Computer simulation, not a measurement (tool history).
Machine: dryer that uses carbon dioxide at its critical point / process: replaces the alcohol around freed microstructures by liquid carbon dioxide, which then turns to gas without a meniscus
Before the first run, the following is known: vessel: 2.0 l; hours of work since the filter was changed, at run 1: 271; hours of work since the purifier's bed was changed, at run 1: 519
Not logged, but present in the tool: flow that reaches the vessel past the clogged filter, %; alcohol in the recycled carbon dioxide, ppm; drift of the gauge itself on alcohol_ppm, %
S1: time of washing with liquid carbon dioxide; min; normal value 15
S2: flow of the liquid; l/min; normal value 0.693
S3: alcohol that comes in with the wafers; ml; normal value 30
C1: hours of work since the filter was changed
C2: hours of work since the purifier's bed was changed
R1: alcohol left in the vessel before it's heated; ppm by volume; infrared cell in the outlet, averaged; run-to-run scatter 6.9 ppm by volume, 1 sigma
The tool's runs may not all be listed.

| run | hour | S1 | S2 | S3 | C1 | C2 | R1 |
|---|---|---|---|---|---|---|---|
| 1 | 0 | 15 | 0.693 | 30 | 271 | 519 | 459 |
| 2 | 29 | 16 | 0.693 | 30 | 285 | 532 | 372 |
| 3 | 62.9 | 16 | 0.693 | 30 | 300 | 548 | 370 |
| 4 | 102.4 | 16 | 0.693 | 30 | 319 | 566 | 367 |
| 5 | 147.2 | 15 | 0.693 | 21 | 340 | 587 | 352 |
| 6 | 192.4 | 11 | 0.693 | 30 | 361 | 608 | 1160 |
| 7 | 218.6 | 11 | 0.693 | 35 | 373 | 620 | 1387 |
|  | 263.4 | inlet filter changed |
| 8 | 265.3 | 11 | 0.693 | 35 | 1 | 641 | 1084 |
| 9 | 303.4 | 10 | 0.693 | 30 | 19 | 659 | 1260 |
| 10 | 333.2 | 10 | 0.693 | 30 | 32 | 673 | 1255 |
| 11 | 363.8 | 10 | 0.693 | 30 | 47 | 687 | 1227 |
| 12 | 384.2 | 10 | 0.693 | 67 | 56 | 696 | 2757 |
| 13 | 418.5 | 15 | 0.693 | 21 | 72 | 712 | 323 |
| 14 | 454.3 | 15 | 0.693 | 21 | 89 | 729 | 322 |
| 15 | 489.1 | 15 | 0.493 | 46 | 105 | 745 | 1770 |
| 16 | 528 | 17 | 0.5 | 46 | 123 | 763 | 1229 |
| 17 | 552.1 | 17 | 0.5 | 46 | 134 | 774 | 1224 |
| 18 | 574.6 | 18 | 0.967 | 30 | 144 | 785 | 113 |

Branching from run 18: 3 alternative next runs. What would each branch give?
| A | 609 | 18 | 0.943 | 74 | 160 | 800 | ? |
| B | 609 | 15 | 0.472 | 30 | 160 | 800 | ? |
| C | 609 | 12 | 0.985 | 49 | 160 | 800 | ? |

| run | R1 |
|---|---|
| A | 172 |
| B | 1338 |
| C | 437 |
Had the tool no hidden state, the same runs would have come out as:
| run | R1 |
|---|---|
| A | 66 |
| B | 1108 |
| C | 285 |

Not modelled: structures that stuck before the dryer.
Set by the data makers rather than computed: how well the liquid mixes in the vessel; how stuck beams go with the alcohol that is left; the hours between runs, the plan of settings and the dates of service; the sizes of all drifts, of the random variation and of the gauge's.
